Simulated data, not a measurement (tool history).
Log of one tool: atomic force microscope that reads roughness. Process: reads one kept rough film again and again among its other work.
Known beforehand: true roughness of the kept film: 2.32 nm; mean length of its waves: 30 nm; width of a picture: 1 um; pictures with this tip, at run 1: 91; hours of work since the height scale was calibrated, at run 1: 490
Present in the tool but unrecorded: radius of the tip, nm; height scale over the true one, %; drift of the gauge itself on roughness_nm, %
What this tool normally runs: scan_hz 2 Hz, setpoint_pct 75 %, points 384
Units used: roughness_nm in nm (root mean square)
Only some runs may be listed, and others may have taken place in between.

run   hour  scan_hz  setpoint_pct  points  pictures with this tip  hours of work since the height scale was calibrated  roughness_nm
  1      0        2            75     384                      91                                                  490         1.901
  2   22.6        2            75     384                     108                                                  500         1.888
        29  -- new tip fitted
  3   40.3        2            75     384                       8                                                  508          2.03
  4   53.8        2            75     384                      18                                                  514          1.99
  5     80        2            75     541                      37                                                  526         1.996
  6  107.5        2            75     541                      57                                                  539         1.972
  7  122.1        2            75     541                      68                                                  545         1.955
  8  140.1        2            75     541                      81                                                  553         1.928
  9  157.1        2            75     541                      94                                                  561         1.926
     181.5  -- new tip fitted
 10  187.8        2            75     953                       5                                                  575         2.046
 11  214.7        2            58     384                      24                                                  587          2.05
 12  243.5        2            58     384                      45                                                  600         2.032
 13    270        2            58     384                      65                                                  612         1.976
 14  300.7     1.79            66     921                      87                                                  626         1.979
 15  327.7     2.57            66     921                     107                                                  638         1.925
     335.3  -- new tip fitted
 16  342.5     2.57            62     536                       5                                                  645         2.085
 17  375.8     2.57            62     860                      29                                                  660          2.05
 18  395.2     0.95            66     853                      43                                                  669         2.053
 19  416.8     0.95            56     853                      59                                                  679         2.037
 20  448.3      1.4            73     817                      82                                                  693         1.947
 21  475.4     0.73            70     340                     102                                                  705         1.976

Branching from run 21: 4 alternative next runs. What would each branch give?
     489.6  -- new tip fitted
  A  493.9     0.73            81     340                       3                                                  713             ?
     489.6  -- new tip fitted
  B  493.9     3.44            65     937                       3                                                  713             ?
     489.6  -- new tip fitted
  C  493.9        2            82     384                       3                                                  713             ?
     489.6  -- new tip fitted
  D  493.9     1.08            88     384                       3                                                  713             ?

run  roughness_nm
  A         2.076
  B         2.049
  C         1.987
  D         2.029
With the hidden condition removed and each run's random variation left untouched, the same runs would have given:
run  roughness_nm
  A         2.095
  B         2.068
  C         2.005
  D         2.048

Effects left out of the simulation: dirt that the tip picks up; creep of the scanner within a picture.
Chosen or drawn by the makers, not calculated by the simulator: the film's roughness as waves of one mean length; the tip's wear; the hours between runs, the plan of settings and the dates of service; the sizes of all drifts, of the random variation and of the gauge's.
